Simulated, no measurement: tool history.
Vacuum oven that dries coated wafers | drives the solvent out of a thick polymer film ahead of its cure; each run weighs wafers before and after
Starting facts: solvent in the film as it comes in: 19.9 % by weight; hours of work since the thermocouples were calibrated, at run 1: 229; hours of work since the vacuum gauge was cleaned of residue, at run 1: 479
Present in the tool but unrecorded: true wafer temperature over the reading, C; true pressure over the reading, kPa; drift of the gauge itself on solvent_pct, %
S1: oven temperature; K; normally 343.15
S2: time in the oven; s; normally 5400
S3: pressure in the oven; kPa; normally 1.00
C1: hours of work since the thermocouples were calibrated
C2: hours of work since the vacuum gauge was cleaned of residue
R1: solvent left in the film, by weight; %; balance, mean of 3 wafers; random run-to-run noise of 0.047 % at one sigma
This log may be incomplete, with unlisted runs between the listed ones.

| run | hour | S1 | S2 | S3 | C1 | C2 | R1 |
|---|---|---|---|---|---|---|---|
| 1 | 0.0 | 343.15 | 5400 | 1.00 | 229 | 479 | 4.02 |
| 2 | 39.0 | 343.15 | 5400 | 1.00 | 254 | 504 | 4.03 |
| 3 | 73.2 | 343.15 | 5400 | 1.00 | 276 | 525 | 4.05 |
| 4 | 95.9 | 343.15 | 5400 | 1.00 | 291 | 540 | 4.14 |
| 5 | 119.4 | 343.15 | 5400 | 0.70 | 306 | 555 | 3.87 |
| 6 | 147.9 | 343.15 | 5400 | 0.70 | 324 | 573 | 3.94 |
| 7 | 165.8 | 343.15 | 5400 | 0.60 | 336 | 585 | 3.96 |
| 8 | 206.3 | 349.15 | 5400 | 1.00 | 362 | 611 | 2.19 |
| 9 | 234.5 | 349.15 | 5400 | 1.00 | 380 | 629 | 2.13 |
| 10 | 272.7 | 343.15 | 8040 | 1.00 | 404 | 654 | 2.30 |
| 11 | 294.2 | 343.15 | 8040 | 1.00 | 418 | 667 | 2.35 |
| 12 | 311.6 | 343.15 | 8040 | 1.00 | 429 | 678 | 2.28 |
| 13 | 336.7 | 343.15 | 8040 | 1.00 | 445 | 695 | 2.39 |
| 14 | 363.9 | 328.15 | 5400 | 3.45 | 463 | 712 | 11.97 |

For run 15, what comes out?
| 15 | 405.8 | 332.15 | 8040 | 3.00 | 490 | 739 | ? |

Run 15 came out at R1 8.00 %.
With no hidden state in the tool, this same run would have given R1 7.50 %.

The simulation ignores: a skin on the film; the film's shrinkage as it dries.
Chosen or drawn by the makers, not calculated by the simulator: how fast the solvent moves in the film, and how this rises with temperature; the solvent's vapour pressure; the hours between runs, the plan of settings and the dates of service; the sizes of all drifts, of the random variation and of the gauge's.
